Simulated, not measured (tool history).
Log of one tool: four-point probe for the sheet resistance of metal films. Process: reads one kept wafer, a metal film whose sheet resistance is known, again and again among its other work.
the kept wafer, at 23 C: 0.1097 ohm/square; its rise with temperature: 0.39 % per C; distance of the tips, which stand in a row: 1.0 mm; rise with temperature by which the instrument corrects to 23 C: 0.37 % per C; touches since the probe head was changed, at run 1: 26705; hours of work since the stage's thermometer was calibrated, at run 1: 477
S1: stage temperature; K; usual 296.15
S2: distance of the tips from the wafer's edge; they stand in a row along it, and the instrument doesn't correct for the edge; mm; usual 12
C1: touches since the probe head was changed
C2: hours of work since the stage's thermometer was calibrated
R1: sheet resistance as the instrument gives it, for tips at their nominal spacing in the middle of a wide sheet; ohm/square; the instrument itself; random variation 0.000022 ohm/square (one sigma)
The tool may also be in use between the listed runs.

{"run": 1, "hour": 0.0, "S1": 296.15, "S2": 12, "C1": 26705, "C2": 477, "R1": 0.110319}
{"run": 2, "hour": 49.4, "S1": 296.15, "S2": 26, "C1": 29451, "C2": 510, "R1": 0.110001}
{"run": 3, "hour": 76.9, "S1": 296.15, "S2": 12, "C1": 30986, "C2": 529, "R1": 0.110359}
{"run": 4, "hour": 121.3, "S1": 296.15, "S2": 12, "C1": 33457, "C2": 559, "R1": 0.11038}
{"run": 5, "hour": 169.1, "S1": 296.15, "S2": 12, "C1": 36114, "C2": 591, "R1": 0.110367}
{"hour": 174.1, "done": "stage's thermometer calibrated"}
{"run": 6, "hour": 221.3, "S1": 296.15, "S2": 12, "C1": 38991, "C2": 32, "R1": 0.110446}
{"run": 7, "hour": 258.9, "S1": 296.15, "S2": 12, "C1": 41086, "C2": 57, "R1": 0.11044}
{"run": 8, "hour": 287.1, "S1": 296.15, "S2": 39, "C1": 42653, "C2": 77, "R1": 0.110068}
{"run": 9, "hour": 338.9, "S1": 296.15, "S2": 39, "C1": 45537, "C2": 112, "R1": 0.110116}
{"hour": 371.0, "done": "stage's thermometer calibrated, once more"}
{"run": 10, "hour": 378.6, "S1": 296.15, "S2": 39, "C1": 47719, "C2": 5, "R1": 0.110065}
{"run": 11, "hour": 424.6, "S1": 297.15, "S2": 12, "C1": 50278, "C2": 36, "R1": 0.110446}
{"run": 12, "hour": 448.6, "S1": 293.15, "S2": 67, "C1": 51618, "C2": 53, "R1": 0.110041}
{"run": 13, "hour": 495.9, "S1": 292.15, "S2": 64, "C1": 54246, "C2": 85, "R1": 0.110008}
{"run": 14, "hour": 524.2, "S1": 306.15, "S2": 11, "C1": 55821, "C2": 104, "R1": 0.110785}
{"run": 15, "hour": 573.5, "S1": 306.15, "S2": 11, "C1": 58567, "C2": 137, "R1": 0.110797}
{"run": 16, "hour": 597.1, "S1": 306.15, "S2": 11, "C1": 59882, "C2": 153, "R1": 0.110789}
{"run": 17, "hour": 635.1, "S1": 303.15, "S2": 26, "C1": 61994, "C2": 179, "R1": 0.110381}
{"run": 18, "hour": 687.3, "S1": 294.15, "S2": 39, "C1": 64901, "C2": 214, "R1": 0.11018}

5 ways to go on from here, each from the tool as it stands after run 18. What would each give?
{"run": "A", "hour": 717.4, "S1": 296.15, "S2": 12, "C1": 66574, "C2": 235, "R1": "?"}
{"run": "B", "hour": 717.4, "S1": 302.15, "S2": 7, "C1": 66574, "C2": 235, "R1": "?"}
{"run": "C", "hour": 717.4, "S1": 307.15, "S2": 39, "C1": 66574, "C2": 235, "R1": "?"}
{"run": "D", "hour": 717.4, "S1": 299.15, "S2": 18, "C1": 66574, "C2": 235, "R1": "?"}
{"run": "E", "hour": 717.4, "S1": 301.15, "S2": 26, "C1": 66574, "C2": 235, "R1": "?"}

run=A R1=0.110614
run=B R1=0.111486
run=C R1=0.110457
run=D R1=0.110453
run=E R1=0.110411
Without the tool's hidden state the same runs would have given:
run=A R1=0.110116
run=B R1=0.110984
run=C R1=0.109959
run=D R1=0.109955
run=E R1=0.109914
